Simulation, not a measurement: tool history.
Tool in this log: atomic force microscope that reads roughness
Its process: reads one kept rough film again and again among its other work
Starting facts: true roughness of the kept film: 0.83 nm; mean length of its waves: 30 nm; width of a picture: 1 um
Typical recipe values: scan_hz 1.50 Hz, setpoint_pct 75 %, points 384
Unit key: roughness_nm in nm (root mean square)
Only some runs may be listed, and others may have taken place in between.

run 1 day=0.000 | scan_hz=1.50 setpoint_pct=75 points=384 | roughness_nm=0.777
run 2 day=0.942 | scan_hz=1.50 setpoint_pct=75 points=384 | roughness_nm=0.787
run 3 day=1.442 | scan_hz=1.50 setpoint_pct=75 points=384 | roughness_nm=0.781
run 4 day=2.012 | scan_hz=1.50 setpoint_pct=88 points=384 | roughness_nm=0.760
run 5 day=2.938 | scan_hz=1.12 setpoint_pct=75 points=384 | roughness_nm=0.789
run 6 day=3.583 | scan_hz=1.55 setpoint_pct=75 points=384 | roughness_nm=0.783
run 7 day=4.500 | scan_hz=1.55 setpoint_pct=75 points=384 | roughness_nm=0.789
run 8 day=5.079 | scan_hz=1.55 setpoint_pct=75 points=384 | roughness_nm=0.777
run 9 day=5.962 | scan_hz=1.55 setpoint_pct=75 points=384 | roughness_nm=0.789
run 10 day=6.554 | scan_hz=1.55 setpoint_pct=75 points=384 | roughness_nm=0.774
run 11 day=7.112 | scan_hz=1.50 setpoint_pct=75 points=671 | roughness_nm=0.787
run 12 day=7.988 | scan_hz=1.50 setpoint_pct=75 points=384 | roughness_nm=0.782
run 13 day=8.538 | scan_hz=1.50 setpoint_pct=75 points=384 | roughness_nm=0.789
run 14 day=8.938 | scan_hz=1.50 setpoint_pct=75 points=384 | roughness_nm=0.781
run 15 day=9.621 | scan_hz=1.50 setpoint_pct=59 points=384 | roughness_nm=0.786
run 16 day=10.288 | scan_hz=1.50 setpoint_pct=59 points=384 | roughness_nm=0.808
run 17 day=10.942 | scan_hz=1.50 setpoint_pct=59 points=384 | roughness_nm=0.801
run 18 day=11.596 | scan_hz=1.50 setpoint_pct=59 points=384 | roughness_nm=0.801
run 19 day=12.342 | scan_hz=1.50 setpoint_pct=59 points=384 | roughness_nm=0.793
run 20 day=13.008 | scan_hz=1.50 setpoint_pct=59 points=384 | roughness_nm=0.800
run 21 day=13.438 | scan_hz=1.50 setpoint_pct=59 points=384 | roughness_nm=0.798
run 22 day=14.138 | scan_hz=1.23 setpoint_pct=59 points=384 | roughness_nm=0.800
run 23 day=14.825 | scan_hz=1.50 setpoint_pct=61 points=384 | roughness_nm=0.798
run 24 day=15.700 | scan_hz=1.50 setpoint_pct=75 points=526 | roughness_nm=0.791
run 25 day=16.088 | scan_hz=1.50 setpoint_pct=75 points=526 | roughness_nm=0.784
run 26 day=16.888 | scan_hz=1.50 setpoint_pct=75 points=526 | roughness_nm=0.784
run 27 day=17.688 | scan_hz=1.50 setpoint_pct=75 points=526 | roughness_nm=0.784
run 28 day=18.342 | scan_hz=0.57 setpoint_pct=87 points=472 | roughness_nm=0.794
run 29 day=19.121 | scan_hz=0.76 setpoint_pct=57 points=263 | roughness_nm=0.787
run 30 day=19.871 | scan_hz=1.06 setpoint_pct=81 points=384 | roughness_nm=0.785
run 31 day=20.288 | scan_hz=1.06 setpoint_pct=81 points=384 | roughness_nm=0.784
run 32 day=20.667 | scan_hz=1.06 setpoint_pct=81 points=384 | roughness_nm=0.791
run 33 day=21.479 | scan_hz=1.06 setpoint_pct=81 points=783 | roughness_nm=0.779
run 34 day=22.158 | scan_hz=2.71 setpoint_pct=75 points=357 | roughness_nm=0.762
run 35 day=22.867 | scan_hz=1.50 setpoint_pct=80 points=996 | roughness_nm=0.780
run 36 day=23.712 | scan_hz=0.88 setpoint_pct=80 points=996 | roughness_nm=0.793
run 37 day=24.604 | scan_hz=0.59 setpoint_pct=68 points=583 | roughness_nm=0.810
run 38 day=25.092 | scan_hz=1.62 setpoint_pct=75 points=384 | roughness_nm=0.777
run 39 day=25.638 | scan_hz=1.62 setpoint_pct=75 points=384 | roughness_nm=0.773
run 40 day=26.533 | scan_hz=1.62 setpoint_pct=75 points=384 | roughness_nm=0.781
run 41 day=27.379 | scan_hz=1.62 setpoint_pct=69 points=384 | roughness_nm=0.787
run 42 day=27.808 | scan_hz=2.65 setpoint_pct=69 points=322 | roughness_nm=0.764
run 43 day=28.317 | scan_hz=0.78 setpoint_pct=74 points=646 | roughness_nm=0.789
run 44 day=29.183 | scan_hz=0.52 setpoint_pct=74 points=646 | roughness_nm=0.807
run 45 day=29.625 | scan_hz=1.10 setpoint_pct=74 points=786 | roughness_nm=0.795
run 46 day=30.208 | scan_hz=3.15 setpoint_pct=71 points=394 | roughness_nm=0.761
run 47 day=30.704 | scan_hz=1.15 setpoint_pct=89 points=256 | roughness_nm=0.763
run 48 day=31.417 | scan_hz=1.50 setpoint_pct=75 points=654 | roughness_nm=0.777
run 49 day=31.883 | scan_hz=2.90 setpoint_pct=89 points=884 | roughness_nm=0.723
run 50 day=32.317 | scan_hz=0.79 setpoint_pct=57 points=884 | roughness_nm=0.819
run 51 day=32.708 | scan_hz=1.50 setpoint_pct=75 points=431 | roughness_nm=0.775

Not shown: 20 entries that the log had between the listed runs. Between which runs, and how does the tool's hidden state differ before and after?
Between runs 1 and 2: new tip fitted (day 0.942)
  radius of the tip, nm: 5.2 -> 5
Between runs 4 and 5: new tip fitted (day 2.521)
  radius of the tip, nm: 5.4 -> 5.2
Between runs 6 and 7: new tip fitted (day 4.150)
  radius of the tip, nm: 5.4 -> 5.1
Between runs 8 and 9: new tip fitted (day 5.771)
  radius of the tip, nm: 5.4 -> 5.1
Between runs 11 and 12: new tip fitted (day 7.342)
  radius of the tip, nm: 5.5 -> 5.2
Between runs 13 and 14: new tip fitted (day 8.917)
  radius of the tip, nm: 5.4 -> 5
Between runs 16 and 17: new tip fitted (day 10.529)
  radius of the tip, nm: 5.5 -> 5.2
Between runs 18 and 19: new tip fitted (day 12.117)
  radius of the tip, nm: 5.4 -> 5.1
Between runs 21 and 22: new tip fitted (day 13.696)
  radius of the tip, nm: 5.5 -> 5.2
Between runs 23 and 24: new tip fitted (day 15.308)
  radius of the tip, nm: 5.4 -> 5.2
Between runs 25 and 26: new tip fitted (day 16.879)
  radius of the tip, nm: 5.3 -> 5
Between runs 28 and 29: new tip fitted (day 18.479)
  radius of the tip, nm: 5.5 -> 5.3; height scale over the true one, %: 0 -> -0.01
Between runs 30 and 31: new tip fitted (day 20.058)
  radius of the tip, nm: 5.5 -> 5.1
Between runs 33 and 34: new tip fitted (day 21.671)
  radius of the tip, nm: 5.5 -> 5.2
Between runs 35 and 36: new tip fitted (day 23.279)
  radius of the tip, nm: 5.4 -> 5.2
Between runs 37 and 38: new tip fitted (day 24.862)
  radius of the tip, nm: 5.4 -> 5.1
Between runs 39 and 40: new tip fitted (day 26.479)
  radius of the tip, nm: 5.3 -> 5
Between runs 42 and 43: new tip fitted (day 28.079)
  radius of the tip, nm: 5.5 -> 5.1
Between runs 45 and 46: new tip fitted (day 29.717)
  radius of the tip, nm: 5.6 -> 5.2
Between runs 47 and 48: new tip fitted (day 31.350)
  radius of the tip, nm: 5.3 -> 5
